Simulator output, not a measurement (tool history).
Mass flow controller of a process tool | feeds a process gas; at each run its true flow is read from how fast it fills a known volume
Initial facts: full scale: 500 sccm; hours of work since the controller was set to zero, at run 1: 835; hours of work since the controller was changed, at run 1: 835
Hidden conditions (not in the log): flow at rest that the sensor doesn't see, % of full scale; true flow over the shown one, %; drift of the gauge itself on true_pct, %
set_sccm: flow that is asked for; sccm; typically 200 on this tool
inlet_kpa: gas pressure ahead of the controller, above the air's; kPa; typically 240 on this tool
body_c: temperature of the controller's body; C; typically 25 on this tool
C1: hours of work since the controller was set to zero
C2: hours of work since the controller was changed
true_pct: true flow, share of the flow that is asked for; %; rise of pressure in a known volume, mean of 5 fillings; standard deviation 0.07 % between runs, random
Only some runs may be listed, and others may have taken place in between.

Run 1, hour 0.0: usual settings; C1 835; C2 835. Result: true_pct 97.20 %.
Run 2, hour 91.0: usual settings; C1 870; C2 870. Result: true_pct 97.17 %.
Run 3, hour 190.3: usual settings; C1 909; C2 909. Result: true_pct 97.21 %.
Run 4, hour 296.2: usual settings; C1 951; C2 951. Result: true_pct 97.16 %.
Run 5, hour 372.8: usual settings; C1 980; C2 980. Result: true_pct 97.09 %.
Run 6, hour 451.4: usual settings; C1 1011; C2 1011. Result: true_pct 97.15 %.
Run 7, hour 499.7: usual settings; C1 1030; C2 1030. Result: true_pct 97.16 %.
At hour 507.6: controller's zero set anew.
Run 8, hour 546.8: usual settings; C1 15; C2 1048. Result: true_pct 97.12 %.
Run 9, hour 591.7: usual settings but set_sccm 55 sccm, inlet_kpa 167 kPa, body_c 20 C; C1 33; C2 1066. Result: true_pct 95.57 %.
Run 10, hour 687.9: usual settings but set_sccm 147 sccm, inlet_kpa 196 kPa, body_c 34 C; C1 70; C2 1103. Result: true_pct 95.87 %.
At hour 729.2: controller's zero set anew, once more.
Run 11, hour 761.7: usual settings but set_sccm 314 sccm, inlet_kpa 226 kPa, body_c 30 C; C1 13; C2 1132. Result: true_pct 97.94 %.
Run 12, hour 852.8: usual settings but set_sccm 230 sccm, inlet_kpa 245 kPa; C1 48; C2 1167. Result: true_pct 97.86 %.
Run 13, hour 904.5: usual settings but set_sccm 230 sccm, inlet_kpa 245 kPa; C1 68; C2 1188. Result: true_pct 97.66 %.
Run 14, hour 991.7: usual settings but set_sccm 230 sccm, inlet_kpa 245 kPa; C1 102; C2 1222. Result: true_pct 97.68 %.
Run 15, hour 1087.4: usual settings but set_sccm 150 sccm, inlet_kpa 153 kPa, body_c 23 C; C1 140; C2 1259. Result: true_pct 97.58 %.
Run 16, hour 1151.7: usual settings but set_sccm 51 sccm, inlet_kpa 175 kPa, body_c 21 C; C1 165; C2 1284. Result: true_pct 97.03 %.

What if the next run were any one of these 4? Each begins from the tool's condition after run 16:
Run A, hour 1253.2: usual settings but inlet_kpa 164 kPa; C1 205; C2 1324. Result: true_pct ?.
Run B, hour 1253.2: usual settings but inlet_kpa 158 kPa, body_c 20 C; C1 205; C2 1324. Result: true_pct ?.
Run C, hour 1253.2: usual settings but set_sccm 152 sccm, inlet_kpa 175 kPa, body_c 21 C; C1 205; C2 1324. Result: true_pct ?.
Run D, hour 1253.2: usual settings but set_sccm 64 sccm, inlet_kpa 153 kPa, body_c 23 C; C1 205; C2 1324. Result: true_pct ?.

run  true_pct
  A     97.84
  B     98.26
  C     97.70
  D     96.88
Without the tool's unlogged condition, the same runs would have read:
run  true_pct
  A     98.27
  B     98.69
  C     98.16
  D     97.53
